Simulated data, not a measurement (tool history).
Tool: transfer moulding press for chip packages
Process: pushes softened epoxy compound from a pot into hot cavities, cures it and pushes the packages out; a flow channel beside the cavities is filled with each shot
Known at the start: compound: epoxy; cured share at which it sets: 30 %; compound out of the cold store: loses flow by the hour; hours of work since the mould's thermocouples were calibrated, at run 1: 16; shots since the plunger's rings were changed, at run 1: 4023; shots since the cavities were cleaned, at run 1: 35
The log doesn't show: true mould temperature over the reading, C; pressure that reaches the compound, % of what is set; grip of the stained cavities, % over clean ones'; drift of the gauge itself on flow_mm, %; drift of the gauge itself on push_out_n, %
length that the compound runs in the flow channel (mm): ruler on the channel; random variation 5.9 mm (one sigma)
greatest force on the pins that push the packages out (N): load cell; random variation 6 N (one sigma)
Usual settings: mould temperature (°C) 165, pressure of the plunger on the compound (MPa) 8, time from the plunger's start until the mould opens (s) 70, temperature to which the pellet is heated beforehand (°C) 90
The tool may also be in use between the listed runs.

run  hour  mould temperature (°C)  pressure of the plunger on the compound (MPa)  time from the plunger's start until the mould opens (s)  temperature to which the pellet is heated beforehand (°C)  hours of work since the mould's thermocouples were calibrated  shots since the plunger's rings were changed  shots since the cavities were cleaned  incoming compound's hours out of the cold store  length that the compound runs in the flow channel (mm)  greatest force on the pins that push the packages out (N)
  1     0                     165                                              8                                                       70                                                         90                                                             16                                          4023                                     35                                             44.2                                                     600                                                        240
  2   7.4                     165                                              8                                                       70                                                         90                                                             19                                          4089                                    101                                             15.7                                                     709                                                        269
  3  11.9                     165                                              8                                                       54                                                         90                                                             20                                          4129                                    141                                             15.4                                                     708                                                        565
  4  16.2                     165                                              8                                                       54                                                         90                                                             22                                          4167                                    179                                               24                                                     671                                                        558
  5  23.2                     165                                              8                                                       70                                                         90                                                             25                                          4230                                    242                                             22.8                                                     682                                                        318
  6  28.8                     165                                              8                                                       70                                                         90                                                             27                                          4279                                    291                                             25.5                                                     671                                                        317
  7  35.6                     162                                           7.33                                                       65                                                         82                                                             30                                          4340                                    352                                             10.9                                                     698                                                        543
  8  43.6                     162                                           6.49                                                       50                                                         82                                                             33                                          4411                                    423                                             22.2                                                     617                                                       1013
  9  49.4                     159                                           6.49                                                       50                                                         99                                                             36                                          4462                                    474                                             30.6                                                     585                                                       1002

Run 10 comes next. What will it give?
 10  56.1                     159                                           6.49                                                       50                                                         99                                                             38                                          4522                                    534                                             34.3                                                       ?                                                          ?

length that the compound runs in the flow channel (mm): 576
greatest force on the pins that push the packages out (N): 1046
Without the tool's hidden state the same run would have given length that the compound runs in the flow channel (mm) 621, greatest force on the pins that push the packages out (N) 641.
